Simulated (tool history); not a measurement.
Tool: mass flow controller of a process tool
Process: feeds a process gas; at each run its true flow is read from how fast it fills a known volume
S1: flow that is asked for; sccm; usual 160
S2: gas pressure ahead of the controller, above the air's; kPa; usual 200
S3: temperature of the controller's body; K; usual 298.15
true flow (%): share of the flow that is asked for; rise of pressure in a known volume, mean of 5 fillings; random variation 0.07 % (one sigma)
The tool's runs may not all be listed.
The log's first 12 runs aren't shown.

{"run": 13, "hour": 1514.9, "S1": 160, "S2": 200, "S3": 298.15, "true flow (%)": 99.7}
{"run": 14, "hour": 1697.9, "S1": 160, "S2": 200, "S3": 298.15, "true flow (%)": 99.67}
{"run": 15, "hour": 1826.9, "S1": 160, "S2": 200, "S3": 294.15, "true flow (%)": 99.48}
{"run": 16, "hour": 2007.4, "S1": 160, "S2": 200, "S3": 294.15, "true flow (%)": 99.32}
{"run": 17, "hour": 2140.5, "S1": 34, "S2": 264, "S3": 301.15, "true flow (%)": 96.74}
{"run": 18, "hour": 2244.7, "S1": 21, "S2": 182, "S3": 297.15, "true flow (%)": 94.76}
{"run": 19, "hour": 2403.4, "S1": 160, "S2": 200, "S3": 296.15, "true flow (%)": 99.39}
{"run": 20, "hour": 2485.1, "S1": 160, "S2": 200, "S3": 296.15, "true flow (%)": 99.27}
{"run": 21, "hour": 2661.6, "S1": 110, "S2": 267, "S3": 299.15, "true flow (%)": 98.89}
{"run": 22, "hour": 2769.1, "S1": 110, "S2": 267, "S3": 299.15, "true flow (%)": 98.86}
{"run": 23, "hour": 2865.2, "S1": 28, "S2": 147, "S3": 306.15, "true flow (%)": 94.84}
{"run": 24, "hour": 3011.1, "S1": 160, "S2": 244, "S3": 298.15, "true flow (%)": 99.59}
{"run": 25, "hour": 3149.4, "S1": 160, "S2": 244, "S3": 298.15, "true flow (%)": 99.58}
{"run": 26, "hour": 3292.3, "S1": 54, "S2": 200, "S3": 307.15, "true flow (%)": 96.68}
{"run": 27, "hour": 3457.9, "S1": 32, "S2": 246, "S3": 297.15, "true flow (%)": 94.52}
{"run": 28, "hour": 3540.4, "S1": 52, "S2": 185, "S3": 298.15, "true flow (%)": 95.79}
{"run": 29, "hour": 3632.5, "S1": 52, "S2": 185, "S3": 298.15, "true flow (%)": 95.74}
{"run": 30, "hour": 3793.8, "S1": 52, "S2": 185, "S3": 298.15, "true flow (%)": 95.75}
{"run": 31, "hour": 3986.8, "S1": 52, "S2": 185, "S3": 298.15, "true flow (%)": 95.56}
{"run": 32, "hour": 4122.4, "S1": 52, "S2": 185, "S3": 298.15, "true flow (%)": 95.45}

4 ways to go on from here, each from the tool as it stands after run 32. What would each give?
{"run": "A", "hour": 4204.8, "S1": 52, "S2": 185, "S3": 313.15, "true flow (%)": "?"}
{"run": "B", "hour": 4204.8, "S1": 75, "S2": 191, "S3": 295.15, "true flow (%)": "?"}
{"run": "C", "hour": 4204.8, "S1": 46, "S2": 272, "S3": 300.15, "true flow (%)": "?"}
{"run": "D", "hour": 4204.8, "S1": 85, "S2": 187, "S3": 297.15, "true flow (%)": "?"}

run=A true_flow_(%)=96.05
run=B true_flow_(%)=96.43
run=C true_flow_(%)=95.56
run=D true_flow_(%)=96.89
Without the tool's hidden state the same runs would have given:
run=A true_flow_(%)=98.07
run=B true_flow_(%)=97.60
run=C true_flow_(%)=97.93
run=D true_flow_(%)=97.83
